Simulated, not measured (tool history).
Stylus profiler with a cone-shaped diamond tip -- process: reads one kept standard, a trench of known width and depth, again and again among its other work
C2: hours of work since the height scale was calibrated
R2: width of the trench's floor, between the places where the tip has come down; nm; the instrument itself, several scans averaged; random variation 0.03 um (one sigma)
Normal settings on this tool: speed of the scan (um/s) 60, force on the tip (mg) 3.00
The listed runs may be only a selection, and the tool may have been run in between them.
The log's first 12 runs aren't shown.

Run 13, hour 1205.2: usual settings but speed of the scan (um/s) 67; scans with this tip 23890; C2 2420. Result: depth of the trench (Å) 5112.5, R2 95960 nm.
Run 14, hour 1335.0: usual settings but force on the tip (mg) 7.61; scans with this tip 24503; C2 2482. Result: depth of the trench (Å) 5193.6, R2 96040 nm.
At hour 1382.5: height scale calibrated on a step standard.
Run 15, hour 1404.0: usual settings but speed of the scan (um/s) 84; scans with this tip 24827; C2 10. Result: depth of the trench (Å) 5088.8, R2 95880 nm.
Run 16, hour 1531.8: usual settings but speed of the scan (um/s) 84; scans with this tip 25431; C2 72. Result: depth of the trench (Å) 5089.4, R2 95870 nm.
At hour 1601.9: new tip fitted, height scale calibrated.
Run 17, hour 1604.4: usual settings but speed of the scan (um/s) 84; scans with this tip 12; C2 1. Result: depth of the trench (Å) 5087.5, R2 97110 nm.
Run 18, hour 1719.2: usual settings but speed of the scan (um/s) 18, force on the tip (mg) 2.01; scans with this tip 555; C2 56. Result: depth of the trench (Å) 5071.0, R2 97300 nm.
Run 19, hour 1833.2: usual settings but speed of the scan (um/s) 22, force on the tip (mg) 5.22; scans with this tip 1094; C2 111. Result: depth of the trench (Å) 5130.8, R2 97290 nm.
Run 20, hour 1891.8: usual settings but speed of the scan (um/s) 17, force on the tip (mg) 4.29; scans with this tip 1371; C2 139. Result: depth of the trench (Å) 5112.5, R2 97280 nm.
Run 21, hour 2014.4: usual settings but speed of the scan (um/s) 21, force on the tip (mg) 1.99; scans with this tip 1950; C2 197. Result: depth of the trench (Å) 5072.1, R2 97200 nm.
Run 22, hour 2091.3: usual settings but speed of the scan (um/s) 55, force on the tip (mg) 3.08; scans with this tip 2314; C2 234. Result: depth of the trench (Å) 5095.1, R2 97110 nm.
Run 23, hour 2226.3: usual settings but speed of the scan (um/s) 15; scans with this tip 2952; C2 299. Result: depth of the trench (Å) 5094.7, R2 97160 nm.
Run 24, hour 2302.9: usual settings but speed of the scan (um/s) 100, force on the tip (mg) 5.65; scans with this tip 3315; C2 336. Result: depth of the trench (Å) 5141.4, R2 96990 nm.
Run 25, hour 2415.2: usual settings but speed of the scan (um/s) 170, force on the tip (mg) 1.82; scans with this tip 3845; C2 389. Result: depth of the trench (Å) 5072.4, R2 96410 nm.
Run 26, hour 2490.8: usual settings but speed of the scan (um/s) 170, force on the tip (mg) 1.82; scans with this tip 4203; C2 426. Result: depth of the trench (Å) 5069.4, R2 96330 nm.
Run 27, hour 2629.6: usual settings but speed of the scan (um/s) 101, force on the tip (mg) 2.83; scans with this tip 4859; C2 492. Result: depth of the trench (Å) 5093.7, R2 96770 nm.
Run 28, hour 2759.5: usual settings but speed of the scan (um/s) 101, force on the tip (mg) 2.83; scans with this tip 5473; C2 554. Result: depth of the trench (Å) 5093.4, R2 96730 nm.
Run 29, hour 2840.5: usual settings but speed of the scan (um/s) 16, force on the tip (mg) 3.36; scans with this tip 5856; C2 593. Result: depth of the trench (Å) 5101.1, R2 97020 nm.
Run 30, hour 2906.6: usual settings but force on the tip (mg) 6.25; scans with this tip 6169; C2 625. Result: depth of the trench (Å) 5152.5, R2 96930 nm.
Run 31, hour 2987.4: usual settings but force on the tip (mg) 3.04; scans with this tip 6550; C2 663. Result: depth of the trench (Å) 5097.7, R2 96820 nm.
Run 32, hour 3098.2: usual settings but speed of the scan (um/s) 64, force on the tip (mg) 6.53; scans with this tip 7074; C2 716. Result: depth of the trench (Å) 5160.1, R2 96840 nm.
Run 33, hour 3236.6: usual settings but speed of the scan (um/s) 27, force on the tip (mg) 3.99; scans with this tip 7729; C2 783. Result: depth of the trench (Å) 5119.0, R2 96880 nm.

4 ways to go on from here, each from the tool as it stands after run 33. What would each give?
Run A, hour 3368.4: usual settings but speed of the scan (um/s) 27, force on the tip (mg) 2.58; scans with this tip 8352; C2 846. Result: depth of the trench (Å) ?, R2 ?.
Run B, hour 3368.4: usual settings but speed of the scan (um/s) 70; scans with this tip 8352; C2 846. Result: depth of the trench (Å) ?, R2 ?.
Run C, hour 3368.4: usual settings but speed of the scan (um/s) 39, force on the tip (mg) 6.99; scans with this tip 8352; C2 846. Result: depth of the trench (Å) ?, R2 ?.
Run D, hour 3368.4: usual settings but speed of the scan (um/s) 127, force on the tip (mg) 1.30; scans with this tip 8352; C2 846. Result: depth of the trench (Å) ?, R2 ?.

run  depth of the trench (Å)     R2
  A                   5090.6  96880
  B                   5102.2  96680
  C                   5166.4  96860
  D                   5060.4  96260
Take away the tool's hidden state, keep each run's random variation, and the runs would have read:
run  depth of the trench (Å)     R2
  A                   5080.9  97290
  B                   5092.4  97080
  C                   5156.5  97270
  D                   5050.7  96660
